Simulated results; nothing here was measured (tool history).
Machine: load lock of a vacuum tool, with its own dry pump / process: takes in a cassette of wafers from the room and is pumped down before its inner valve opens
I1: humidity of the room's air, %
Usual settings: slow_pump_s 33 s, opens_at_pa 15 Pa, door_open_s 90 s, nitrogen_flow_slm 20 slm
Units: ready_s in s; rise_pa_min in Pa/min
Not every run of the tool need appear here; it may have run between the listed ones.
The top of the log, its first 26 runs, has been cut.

Run 27, hour 4556.5: usual settings but slow_pump_s 38 s, nitrogen_flow_slm 23 slm; I1 41.6. Result: ready_s 57.7 s, rise_pa_min 0.083 Pa/min.
Run 28, hour 4716.9: usual settings but slow_pump_s 38 s, opens_at_pa 29 Pa, door_open_s 86 s, nitrogen_flow_slm 29 slm; I1 44.8. Result: ready_s 55.9 s, rise_pa_min 0.079 Pa/min.
Run 29, hour 4879.7: usual settings but slow_pump_s 38 s, opens_at_pa 29 Pa, door_open_s 86 s, nitrogen_flow_slm 29 slm; I1 46.2. Result: ready_s 56.5 s, rise_pa_min 0.088 Pa/min.
Run 30, hour 4998.9: usual settings but slow_pump_s 40 s, opens_at_pa 11 Pa, door_open_s 139 s, nitrogen_flow_slm 33 slm; I1 44.6. Result: ready_s 60.5 s, rise_pa_min 0.095 Pa/min.
Run 31, hour 5158.7: usual settings but slow_pump_s 57 s, opens_at_pa 21 Pa, door_open_s 63 s, nitrogen_flow_slm 35 slm; I1 41.1. Result: ready_s 72.5 s, rise_pa_min 0.066 Pa/min.
Run 32, hour 5316.9: usual settings but slow_pump_s 29 s; I1 48. Result: ready_s 50.6 s, rise_pa_min 0.104 Pa/min.
Run 33, hour 5492.4: usual settings but door_open_s 54 s, nitrogen_flow_slm 6 slm; I1 43.1. Result: ready_s 53.7 s, rise_pa_min 0.101 Pa/min.
Run 34, hour 5713.1: usual settings but opens_at_pa 16 Pa, door_open_s 166 s; I1 45.7. Result: ready_s 53.2 s, rise_pa_min 0.13 Pa/min.
Run 35, hour 5902.9: usual settings but slow_pump_s 25 s, opens_at_pa 12 Pa, door_open_s 65 s, nitrogen_flow_slm 26 slm; I1 41. Result: ready_s 48.9 s, rise_pa_min 0.087 Pa/min.
Run 36, hour 6066.2: usual settings but slow_pump_s 36 s, opens_at_pa 13 Pa, door_open_s 88 s, nitrogen_flow_slm 11 slm; I1 48.7. Result: ready_s 56.7 s, rise_pa_min 0.126 Pa/min.

Run 37 is up next; what results do you expect?
Run 37, hour 6332.2: usual settings but opens_at_pa 29 Pa, door_open_s 108 s; I1 46.9. Result: ready_s ?, rise_pa_min ?.

{"run 37": {"ready_s": 51.6, "rise_pa_min": 0.123}}
With the hidden condition absent and the run-to-run variation left alone, this run would have shown ready_s 50 s, rise_pa_min 0.072 Pa/min.
